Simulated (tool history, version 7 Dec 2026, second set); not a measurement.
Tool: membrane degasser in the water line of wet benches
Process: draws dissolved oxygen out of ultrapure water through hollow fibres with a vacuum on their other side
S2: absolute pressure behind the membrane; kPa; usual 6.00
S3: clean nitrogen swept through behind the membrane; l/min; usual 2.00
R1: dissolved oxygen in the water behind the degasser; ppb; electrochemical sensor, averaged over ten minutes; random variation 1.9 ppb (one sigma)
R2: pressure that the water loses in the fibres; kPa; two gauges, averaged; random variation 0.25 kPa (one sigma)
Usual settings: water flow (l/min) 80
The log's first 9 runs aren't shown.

Run 10, hour 521.1: usual settings. Result: R1 253.8 ppb, R2 65.27 kPa.
Run 11, hour 593.5: usual settings. Result: R1 255.7 ppb, R2 65.76 kPa.
Run 12, hour 673.8: usual settings. Result: R1 253.9 ppb, R2 65.71 kPa.
Run 13, hour 756.2: usual settings. Result: R1 251.6 ppb, R2 65.60 kPa.
Run 14, hour 796.0: usual settings. Result: R1 255.2 ppb, R2 65.46 kPa.
Run 15, hour 859.5: usual settings. Result: R1 256.9 ppb, R2 65.49 kPa.
Run 16, hour 939.5: usual settings. Result: R1 252.7 ppb, R2 65.57 kPa.
Run 17, hour 993.6: usual settings but water flow (l/min) 116, S2 9.72 kPa, S3 4.10 l/min. Result: R1 450.4 ppb, R2 95.37 kPa.
Run 18, hour 1036.1: usual settings but water flow (l/min) 116, S2 9.72 kPa, S3 4.10 l/min. Result: R1 453.6 ppb, R2 95.38 kPa.
Run 19, hour 1073.4: usual settings but water flow (l/min) 119, S2 14.30 kPa. Result: R1 1149.4 ppb, R2 97.95 kPa.
At hour 1079.7: vacuum gauge calibrated.
Run 20, hour 1149.0: usual settings but water flow (l/min) 77, S2 8.52 kPa, S3 2.07 l/min. Result: R1 427.1 ppb, R2 63.21 kPa.
Run 21, hour 1235.0: usual settings but water flow (l/min) 77, S2 8.52 kPa, S3 2.07 l/min. Result: R1 424.5 ppb, R2 63.49 kPa.
Run 22, hour 1276.4: usual settings but water flow (l/min) 77, S2 8.52 kPa, S3 2.07 l/min. Result: R1 431.1 ppb, R2 63.49 kPa.
Run 23, hour 1315.0: usual settings but water flow (l/min) 94, S2 8.52 kPa, S3 2.30 l/min. Result: R1 477.8 ppb, R2 77.03 kPa.
Run 24, hour 1374.9: usual settings but water flow (l/min) 127, S2 3.71 kPa. Result: R1 187.3 ppb, R2 104.27 kPa.
Run 25, hour 1411.9: usual settings but water flow (l/min) 71, S2 4.88 kPa, S3 1.86 l/min. Result: R1 170.4 ppb, R2 58.34 kPa.
Run 26, hour 1462.7: usual settings but water flow (l/min) 71, S2 6.47 kPa, S3 3.61 l/min. Result: R1 175.0 ppb, R2 58.36 kPa.
At hour 1531.0: vacuum gauge calibrated, once more.
Run 27, hour 1545.9: usual settings but water flow (l/min) 71, S2 6.47 kPa, S3 3.61 l/min. Result: R1 158.7 ppb, R2 58.60 kPa.
Run 28, hour 1602.6: usual settings but water flow (l/min) 71, S2 6.47 kPa, S3 3.61 l/min. Result: R1 158.3 ppb, R2 58.68 kPa.
Run 29, hour 1689.4: usual settings but water flow (l/min) 100, S2 4.47 kPa, S3 1.37 l/min. Result: R1 204.9 ppb, R2 82.69 kPa.
Run 30, hour 1762.8: usual settings but water flow (l/min) 100, S2 13.90 kPa, S3 1.43 l/min. Result: R1 1213.9 ppb, R2 82.44 kPa.
Run 31, hour 1829.1: usual settings but water flow (l/min) 100, S2 13.90 kPa, S3 1.43 l/min. Result: R1 1188.4 ppb, R2 82.79 kPa.

Forecast each of these 4 alternatives for the next run:
Run A, hour 1904.7: usual settings but water flow (l/min) 87, S3 1.04 l/min. Result: R1 ?, R2 ?.
Run B, hour 1904.7: usual settings but water flow (l/min) 68, S3 1.75 l/min. Result: R1 ?, R2 ?.
Run C, hour 1904.7: usual settings but water flow (l/min) 73, S2 6.63 kPa, S3 0.89 l/min. Result: R1 ?, R2 ?.
Run D, hour 1904.7: usual settings but water flow (l/min) 100, S2 7.56 kPa, S3 3.29 l/min. Result: R1 ?, R2 ?.

run     R1     R2
  A  407.6  72.01
  B  228.7  55.76
  C  462.3  60.21
  D  323.1  82.49
Without the tool's hidden state the same runs would have given:
run     R1     R2
  A  405.7  70.46
  B  226.5  54.55
  C  462.5  58.91
  D  317.3  80.71

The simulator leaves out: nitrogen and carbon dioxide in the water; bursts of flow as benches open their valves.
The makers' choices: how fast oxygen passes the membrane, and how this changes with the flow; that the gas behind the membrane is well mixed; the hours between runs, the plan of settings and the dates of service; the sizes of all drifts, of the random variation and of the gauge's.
